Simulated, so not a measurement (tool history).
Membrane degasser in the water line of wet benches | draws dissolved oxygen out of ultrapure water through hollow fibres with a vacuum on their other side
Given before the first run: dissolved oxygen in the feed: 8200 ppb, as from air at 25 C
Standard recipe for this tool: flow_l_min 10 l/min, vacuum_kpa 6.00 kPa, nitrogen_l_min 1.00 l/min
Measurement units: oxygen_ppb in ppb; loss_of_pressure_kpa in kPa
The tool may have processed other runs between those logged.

Run 1, hour 0.0: usual settings. Result: oxygen_ppb 129.1 ppb, loss_of_pressure_kpa 34.51 kPa.
Run 2, hour 101.8: usual settings. Result: oxygen_ppb 129.4 ppb, loss_of_pressure_kpa 34.74 kPa.
Run 3, hour 253.7: usual settings. Result: oxygen_ppb 128.3 ppb, loss_of_pressure_kpa 34.75 kPa.
Run 4, hour 339.8: usual settings but flow_l_min 14 l/min. Result: oxygen_ppb 228.3 ppb, loss_of_pressure_kpa 48.32 kPa.
Run 5, hour 467.5: usual settings but flow_l_min 14 l/min. Result: oxygen_ppb 226.8 ppb, loss_of_pressure_kpa 48.86 kPa.
Run 6, hour 631.4: usual settings but flow_l_min 14 l/min. Result: oxygen_ppb 227.2 ppb, loss_of_pressure_kpa 48.66 kPa.
Run 7, hour 757.9: usual settings but flow_l_min 14 l/min. Result: oxygen_ppb 223.0 ppb, loss_of_pressure_kpa 49.08 kPa.
Run 8, hour 932.4: usual settings. Result: oxygen_ppb 128.5 ppb, loss_of_pressure_kpa 34.66 kPa.
Run 9, hour 1017.9: usual settings. Result: oxygen_ppb 129.2 ppb, loss_of_pressure_kpa 34.98 kPa.
Run 10, hour 1156.7: usual settings but flow_l_min 11 l/min. Result: oxygen_ppb 151.6 ppb, loss_of_pressure_kpa 38.42 kPa.
Run 11, hour 1237.7: usual settings but flow_l_min 11 l/min. Result: oxygen_ppb 153.2 ppb, loss_of_pressure_kpa 38.68 kPa.
Run 12, hour 1386.6: usual settings but nitrogen_l_min 0.42 l/min. Result: oxygen_ppb 207.9 ppb, loss_of_pressure_kpa 35.16 kPa.
Run 13, hour 1490.8: usual settings. Result: oxygen_ppb 128.6 ppb, loss_of_pressure_kpa 35.04 kPa.
Run 14, hour 1640.4: usual settings. Result: oxygen_ppb 125.7 ppb, loss_of_pressure_kpa 34.88 kPa.
Run 15, hour 1782.1: usual settings but vacuum_kpa 8.76 kPa. Result: oxygen_ppb 193.0 ppb, loss_of_pressure_kpa 35.21 kPa.
Run 16, hour 1947.9: usual settings but flow_l_min 7 l/min. Result: oxygen_ppb 71.9 ppb, loss_of_pressure_kpa 24.50 kPa.
Run 17, hour 2093.7: usual settings but flow_l_min 7 l/min, vacuum_kpa 7.17 kPa. Result: oxygen_ppb 90.8 ppb, loss_of_pressure_kpa 24.57 kPa.
Run 18, hour 2201.2: usual settings but flow_l_min 7 l/min, vacuum_kpa 7.17 kPa. Result: oxygen_ppb 89.9 ppb, loss_of_pressure_kpa 24.47 kPa.
Run 19, hour 2339.3: usual settings but vacuum_kpa 9.45 kPa. Result: oxygen_ppb 208.5 ppb, loss_of_pressure_kpa 35.41 kPa.
Run 20, hour 2508.7: usual settings but flow_l_min 13 l/min, vacuum_kpa 6.17 kPa. Result: oxygen_ppb 205.0 ppb, loss_of_pressure_kpa 45.71 kPa.
Run 21, hour 2633.1: usual settings but vacuum_kpa 12.81 kPa, nitrogen_l_min 1.23 l/min. Result: oxygen_ppb 243.2 ppb, loss_of_pressure_kpa 34.64 kPa.
Run 22, hour 2805.9: usual settings but flow_l_min 6 l/min, vacuum_kpa 4.56 kPa, nitrogen_l_min 0.67 l/min. Result: oxygen_ppb 43.9 ppb, loss_of_pressure_kpa 20.54 kPa.
Run 23, hour 2893.8: usual settings but flow_l_min 6 l/min, vacuum_kpa 9.22 kPa, nitrogen_l_min 0.67 l/min. Result: oxygen_ppb 140.4 ppb, loss_of_pressure_kpa 20.48 kPa.
Run 24, hour 3011.5: usual settings but flow_l_min 6 l/min, vacuum_kpa 9.22 kPa, nitrogen_l_min 0.67 l/min. Result: oxygen_ppb 141.8 ppb, loss_of_pressure_kpa 20.89 kPa.
Run 25, hour 3093.9: usual settings but flow_l_min 7 l/min. Result: oxygen_ppb 70.1 ppb, loss_of_pressure_kpa 23.97 kPa.
Run 26, hour 3258.9: usual settings but flow_l_min 7 l/min. Result: oxygen_ppb 71.2 ppb, loss_of_pressure_kpa 24.47 kPa.
Run 27, hour 3412.9: usual settings but flow_l_min 7 l/min. Result: oxygen_ppb 71.1 ppb, loss_of_pressure_kpa 23.89 kPa.
Run 28, hour 3593.5: usual settings but vacuum_kpa 6.46 kPa, nitrogen_l_min 0.86 l/min. Result: oxygen_ppb 151.9 ppb, loss_of_pressure_kpa 34.70 kPa.
Run 29, hour 3671.4: usual settings but vacuum_kpa 6.46 kPa, nitrogen_l_min 0.53 l/min. Result: oxygen_ppb 195.6 ppb, loss_of_pressure_kpa 34.92 kPa.
Run 30, hour 3811.1: usual settings but flow_l_min 11 l/min, vacuum_kpa 6.46 kPa, nitrogen_l_min 0.77 l/min. Result: oxygen_ppb 186.9 ppb, loss_of_pressure_kpa 38.49 kPa.
Run 31, hour 3897.6: usual settings but flow_l_min 11 l/min, vacuum_kpa 6.46 kPa, nitrogen_l_min 0.77 l/min. Result: oxygen_ppb 182.3 ppb, loss_of_pressure_kpa 38.87 kPa.
Run 32, hour 4038.9: usual settings but flow_l_min 12 l/min, vacuum_kpa 7.72 kPa. Result: oxygen_ppb 219.1 ppb, loss_of_pressure_kpa 41.98 kPa.

Between the runs listed above, the log contained 2 entries, not reproduced here. Where in the sequence does each belong, and how does what the log doesn't record of the tool's condition differ from the listed run before to the listed run after?
In the gap between runs 20 and 21: gauge calibrated (hour 2633.1)
  drift of the gauge itself on loss_of_pressure_kpa, %: 2.66 -> 0
  the result without the hidden state subtracted from the measured one, loss_of_pressure_kpa: +1.22 -> +0.02 kPa
In the gap between runs 29 and 30: vacuum gauge calibrated (hour 3696.9)
  drift of the gauge itself on loss_of_pressure_kpa, %: 1.1 -> 1.25
  the result without the hidden state subtracted from the measured one, loss_of_pressure_kpa: +0.41 -> +0.51 kPa

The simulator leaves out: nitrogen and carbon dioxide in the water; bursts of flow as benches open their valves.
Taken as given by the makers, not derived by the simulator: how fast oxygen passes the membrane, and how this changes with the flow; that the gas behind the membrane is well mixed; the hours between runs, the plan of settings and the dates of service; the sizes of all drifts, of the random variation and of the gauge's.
